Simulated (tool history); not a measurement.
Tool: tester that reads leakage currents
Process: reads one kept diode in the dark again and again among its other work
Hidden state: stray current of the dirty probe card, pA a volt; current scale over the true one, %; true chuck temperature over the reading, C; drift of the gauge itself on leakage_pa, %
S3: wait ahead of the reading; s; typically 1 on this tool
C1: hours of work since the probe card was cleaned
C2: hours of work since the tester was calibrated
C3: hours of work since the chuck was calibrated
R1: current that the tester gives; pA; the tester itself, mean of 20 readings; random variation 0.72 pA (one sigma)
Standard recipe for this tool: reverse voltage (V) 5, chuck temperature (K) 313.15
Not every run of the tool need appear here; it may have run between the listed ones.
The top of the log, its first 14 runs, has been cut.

{"run": 15, "hour": 1979.8, "reverse voltage (V)": 8.87, "chuck temperature (K)": 313.15, "S3": 1, "C1": 826, "C2": 1588, "C3": 1338, "R1": 310.13}
{"run": 16, "hour": 2142.9, "reverse voltage (V)": 8.87, "chuck temperature (K)": 313.15, "S3": 1, "C1": 943, "C2": 1705, "C3": 1455, "R1": 309.5}
{"run": 17, "hour": 2267.4, "reverse voltage (V)": 8.87, "chuck temperature (K)": 313.15, "S3": 1, "C1": 1032, "C2": 1794, "C3": 1544, "R1": 309.04}
{"run": 18, "hour": 2389.0, "reverse voltage (V)": 8.87, "chuck temperature (K)": 313.15, "S3": 1, "C1": 1119, "C2": 1881, "C3": 1631, "R1": 307.14}
{"run": 19, "hour": 2480.7, "reverse voltage (V)": 8.87, "chuck temperature (K)": 301.15, "S3": 1, "C1": 1185, "C2": 1947, "C3": 1697, "R1": 133.94}
{"run": 20, "hour": 2625.0, "reverse voltage (V)": 8.87, "chuck temperature (K)": 301.15, "S3": 1, "C1": 1288, "C2": 2050, "C3": 1800, "R1": 133.84}
{"run": 21, "hour": 2776.2, "reverse voltage (V)": 8.87, "chuck temperature (K)": 301.15, "S3": 1, "C1": 1397, "C2": 2158, "C3": 1908, "R1": 133.75}
{"run": 22, "hour": 2867.4, "reverse voltage (V)": 5, "chuck temperature (K)": 313.15, "S3": 1.46, "C1": 1462, "C2": 2224, "C3": 1973, "R1": 228.03}
{"hour": 2886.9, "done": "tester calibrated"}
{"run": 23, "hour": 3009.6, "reverse voltage (V)": 14.53, "chuck temperature (K)": 323.15, "S3": 0.46, "C1": 1562, "C2": 88, "C3": 2074, "R1": 746.63}
{"run": 24, "hour": 3171.3, "reverse voltage (V)": 14.53, "chuck temperature (K)": 296.15, "S3": 2.56, "C1": 1678, "C2": 204, "C3": 2190, "R1": 118.07}
{"run": 25, "hour": 3277.0, "reverse voltage (V)": 3.34, "chuck temperature (K)": 304.15, "S3": 1, "C1": 1754, "C2": 279, "C3": 2265, "R1": 97.23}
{"hour": 3324.8, "done": "chuck's temperature calibrated"}
{"run": 26, "hour": 3384.4, "reverse voltage (V)": 10.6, "chuck temperature (K)": 301.15, "S3": 0.7, "C1": 1829, "C2": 355, "C3": 43, "R1": 155.45}
{"run": 27, "hour": 3568.7, "reverse voltage (V)": 10.6, "chuck temperature (K)": 301.15, "S3": 0.7, "C1": 1961, "C2": 487, "C3": 175, "R1": 156.23}
{"run": 28, "hour": 3685.1, "reverse voltage (V)": 10.6, "chuck temperature (K)": 301.15, "S3": 0.7, "C1": 2044, "C2": 570, "C3": 258, "R1": 155.32}
{"run": 29, "hour": 3839.7, "reverse voltage (V)": 10.6, "chuck temperature (K)": 294.15, "S3": 6.34, "C1": 2155, "C2": 681, "C3": 369, "R1": 93.28}
{"run": 30, "hour": 3959.5, "reverse voltage (V)": 2.57, "chuck temperature (K)": 310.15, "S3": 6.85, "C1": 2241, "C2": 766, "C3": 454, "R1": 137.13}
{"run": 31, "hour": 4065.7, "reverse voltage (V)": 17.68, "chuck temperature (K)": 326.15, "S3": 0.65, "C1": 2317, "C2": 842, "C3": 530, "R1": 1040.38}
{"run": 32, "hour": 4255.1, "reverse voltage (V)": 3.52, "chuck temperature (K)": 293.15, "S3": 1, "C1": 2452, "C2": 978, "C3": 666, "R1": 48.78}
{"run": 33, "hour": 4419.0, "reverse voltage (V)": 5, "chuck temperature (K)": 311.15, "S3": 1, "C1": 2570, "C2": 1095, "C3": 783, "R1": 206.65}
{"run": 34, "hour": 4507.7, "reverse voltage (V)": 2.88, "chuck temperature (K)": 310.15, "S3": 4.07, "C1": 2633, "C2": 1159, "C3": 847, "R1": 144.29}
{"run": 35, "hour": 4645.1, "reverse voltage (V)": 1.58, "chuck temperature (K)": 304.15, "S3": 8.67, "C1": 2732, "C2": 1257, "C3": 945, "R1": 70.24}
{"run": 36, "hour": 4781.4, "reverse voltage (V)": 5, "chuck temperature (K)": 313.15, "S3": 3.25, "C1": 2829, "C2": 1355, "C3": 1043, "R1": 233.17}
{"run": 37, "hour": 4905.4, "reverse voltage (V)": 1.14, "chuck temperature (K)": 299.15, "S3": 0.7, "C1": 2918, "C2": 1444, "C3": 1131, "R1": 41.68}
{"run": 38, "hour": 4999.5, "reverse voltage (V)": 1.42, "chuck temperature (K)": 294.15, "S3": 0.76, "C1": 2985, "C2": 1511, "C3": 1199, "R1": 32.19}

Forecast each of these 3 alternatives for the next run:
{"run": "A", "hour": 5126.7, "reverse voltage (V)": 2.29, "chuck temperature (K)": 294.15, "S3": 0.5, "C1": 3076, "C2": 1602, "C3": 1290, "R1": "?"}
{"run": "B", "hour": 5126.7, "reverse voltage (V)": 8.16, "chuck temperature (K)": 296.15, "S3": 9.55, "C1": 3076, "C2": 1602, "C3": 1290, "R1": "?"}
{"run": "C", "hour": 5126.7, "reverse voltage (V)": 13.87, "chuck temperature (K)": 302.15, "S3": 2.63, "C1": 3076, "C2": 1602, "C3": 1290, "R1": "?"}

run=A R1=41.63
run=B R1=92.63
run=C R1=186.72
Stripped of hidden state, with their random variation kept, the same runs would have yielded:
run=A R1=41.42
run=B R1=89.12
run=C R1=181.86
